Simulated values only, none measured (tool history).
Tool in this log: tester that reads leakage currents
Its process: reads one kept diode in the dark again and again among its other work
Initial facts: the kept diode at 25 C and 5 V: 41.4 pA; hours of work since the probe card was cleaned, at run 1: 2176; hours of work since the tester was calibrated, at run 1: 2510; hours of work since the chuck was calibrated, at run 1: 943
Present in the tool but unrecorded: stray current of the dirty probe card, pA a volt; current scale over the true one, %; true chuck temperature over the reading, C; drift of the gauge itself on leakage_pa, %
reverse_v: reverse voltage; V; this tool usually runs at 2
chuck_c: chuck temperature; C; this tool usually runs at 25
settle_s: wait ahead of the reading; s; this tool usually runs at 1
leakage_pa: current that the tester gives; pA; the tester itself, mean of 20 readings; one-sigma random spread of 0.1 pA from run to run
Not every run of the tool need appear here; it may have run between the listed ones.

| run | hour | reverse_v | chuck_c | settle_s | hours of work since the probe card was cleaned | hours of work since the tester was calibrated | hours of work since the chuck was calibrated | leakage_pa |
|---|---|---|---|---|---|---|---|---|
| 1 | 0 | 2 | 25 | 1 | 2176 | 2510 | 943 | 29.33 |
| 2 | 74.7 | 2 | 25 | 1 | 2230 | 2564 | 996 | 29.27 |
| 3 | 164.5 | 2 | 25 | 1 | 2295 | 2629 | 1061 | 29.56 |
| 4 | 243.2 | 4.5 | 25 | 1 | 2352 | 2685 | 1118 | 40.61 |
| 5 | 344.8 | 2 | 44 | 1 | 2425 | 2759 | 1191 | 146.81 |
| 6 | 441 | 2 | 40 | 1 | 2494 | 2828 | 1261 | 106.36 |
| 7 | 537.1 | 2 | 40 | 1 | 2564 | 2897 | 1330 | 105.64 |
| 8 | 655.4 | 2 | 26 | 1 | 2649 | 2983 | 1415 | 31.85 |
|  | 685.2 | probe card cleaned and baked |
| 9 | 776.2 | 5.33 | 25 | 1 | 66 | 3068 | 1500 | 43.23 |
| 10 | 852.6 | 5.33 | 25 | 1 | 121 | 3123 | 1555 | 43.37 |

Predict the results of run 11:
|  | 952.2 | chuck's temperature calibrated |
| 11 | 953.1 | 1.77 | 24 | 0.41 | 192 | 3194 | 1 | ? |

leakage_pa: 25.99 pA
With no hidden state in the tool, this same run would have given leakage_pa 25.99 pA.
